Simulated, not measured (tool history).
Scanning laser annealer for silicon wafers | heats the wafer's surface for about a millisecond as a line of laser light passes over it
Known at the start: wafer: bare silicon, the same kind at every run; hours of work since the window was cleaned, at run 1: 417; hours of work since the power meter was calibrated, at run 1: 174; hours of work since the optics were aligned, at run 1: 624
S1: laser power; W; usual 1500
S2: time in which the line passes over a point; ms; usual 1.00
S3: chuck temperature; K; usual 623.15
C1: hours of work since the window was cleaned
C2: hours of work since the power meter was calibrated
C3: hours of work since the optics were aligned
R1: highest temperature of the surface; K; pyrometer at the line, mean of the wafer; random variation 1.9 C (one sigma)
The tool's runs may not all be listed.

Run 1, hour 0.0: usual settings; C1 417; C2 174; C3 624. Result: R1 1352.15 K.
Run 2, hour 37.4: usual settings; C1 436; C2 194; C3 644. Result: R1 1349.15 K.
Run 3, hour 70.4: usual settings; C1 453; C2 211; C3 661. Result: R1 1345.15 K.
Run 4, hour 102.6: usual settings but S1 1423 W; C1 470; C2 228; C3 678. Result: R1 1308.15 K.
Run 5, hour 138.7: usual settings but S1 1423 W; C1 489; C2 247; C3 696. Result: R1 1313.15 K.
At hour 146.6: optics aligned, line set to its width.
Run 6, hour 161.7: usual settings but S1 1482 W; C1 498; C2 256; C3 8. Result: R1 1334.15 K.
Run 7, hour 192.1: usual settings but S1 1482 W; C1 514; C2 272; C3 24. Result: R1 1335.15 K.
Run 8, hour 216.4: usual settings but S1 1581 W; C1 527; C2 285; C3 36. Result: R1 1379.15 K.
Run 9, hour 253.9: usual settings but S1 1417 W, S2 1.02 ms, S3 646.15 K; C1 546; C2 304; C3 56. Result: R1 1329.15 K.
Run 10, hour 291.8: usual settings but S1 1589 W, S2 0.71 ms, S3 638.15 K; C1 566; C2 324; C3 76. Result: R1 1288.15 K.
Run 11, hour 320.8: usual settings but S2 0.98 ms, S3 649.15 K; C1 581; C2 339; C3 91. Result: R1 1357.15 K.
At hour 335.2: optics aligned, line set to its width, once more.
Run 12, hour 347.5: usual settings but S1 1543 W; C1 593; C2 350; C3 6. Result: R1 1368.15 K.
Run 13, hour 389.2: usual settings but S1 1543 W; C1 614; C2 372; C3 28. Result: R1 1366.15 K.
At hour 415.5: window over the wafer cleaned.
Run 14, hour 420.8: usual settings but S1 1562 W, S2 1.06 ms, S3 656.15 K; C1 3; C2 387; C3 44. Result: R1 1452.15 K.
Run 15, hour 444.7: usual settings but S1 1521 W, S3 601.15 K; C1 15; C2 400; C3 56. Result: R1 1358.15 K.
Run 16, hour 481.4: usual settings but S1 1447 W, S2 1.03 ms, S3 612.15 K; C1 34; C2 419; C3 75. Result: R1 1339.15 K.

The same runs without the tool's hidden state, with the same run-to-run variation:
The hidden state here: light that passes the window, % of a clean one's; laser's true power over the reading, %; width of the line over the set one, %; drift of the gauge itself on peak_c, C.
run       R1
  1  1377.15
  2  1375.15
  3  1371.15
  4  1335.15
  5  1341.15
  6  1365.15
  7  1367.15
  8  1413.15
  9  1361.15
 10  1320.15
 11  1393.15
 12  1396.15
 13  1395.15
 14  1458.15
 15  1364.15
 16  1346.15
